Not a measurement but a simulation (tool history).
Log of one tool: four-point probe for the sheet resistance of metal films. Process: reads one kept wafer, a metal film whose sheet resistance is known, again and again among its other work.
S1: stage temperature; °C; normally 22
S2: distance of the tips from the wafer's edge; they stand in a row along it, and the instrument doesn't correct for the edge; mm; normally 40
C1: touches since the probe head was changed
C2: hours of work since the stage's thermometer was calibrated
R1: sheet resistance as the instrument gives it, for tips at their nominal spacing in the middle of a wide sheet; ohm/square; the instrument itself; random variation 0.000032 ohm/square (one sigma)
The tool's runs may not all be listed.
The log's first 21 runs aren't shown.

run	hour	S1	S2	C1	C2	R1
22	1545.5	22	40	55936	1228	0.159324
23	1592.8	22	40	57649	1256	0.159309
24	1649.5	22	12	59703	1290	0.159545
25	1692.9	25	62	61270	1315	0.159764
26	1783.9	22	51	64566	1369	0.159526
27	1851.6	29	35	67018	1409	0.160245
28	1893	29	35	68515	1434	0.160332
# hour 1945.2: new probe head fitted
29	1985	23	35	1439	1488	0.159472
30	2030	23	35	3068	1514	0.159562
31	2117.5	23	35	6236	1566	0.159605
# hour 2131.2: stage's thermometer calibrated
32	2206.9	23	35	9453	45	0.159907
33	2295.2	19	70	12648	97	0.159574
34	2338.4	28	8	14214	123	0.160833
35	2403.8	28	8	16578	161	0.160944
36	2469.8	18	3	18968	200	0.162019
37	2558.5	30	4	22178	253	0.16222
38	2645.7	33	6	25336	304	0.161892
39	2727	33	6	28279	352	0.161956
40	2771.9	29	12	29903	379	0.161159
41	2834	29	12	32150	416	0.161208
42	2918.3	29	12	35200	466	0.161282
43	2968.7	29	12	37024	495	0.1613
44	3023	27	68	38990	528	0.160966
45	3116.4	27	68	42369	583	0.161162
46	3194.6	24	6	45200	629	0.161499

Each row is a separate what-if for the run after 46, all from the same tool condition, not one after another. Results?
A	3272.1	27	63	48005	675	?
B	3272.1	26	40	48005	675	?
C	3272.1	29	6	48005	675	?

run	R1
A	0.161179
B	0.161129
C	0.162023
With the hidden condition removed and each run's random variation left untouched, the same runs would have given:
run	R1
A	0.159872
B	0.159823
C	0.160708

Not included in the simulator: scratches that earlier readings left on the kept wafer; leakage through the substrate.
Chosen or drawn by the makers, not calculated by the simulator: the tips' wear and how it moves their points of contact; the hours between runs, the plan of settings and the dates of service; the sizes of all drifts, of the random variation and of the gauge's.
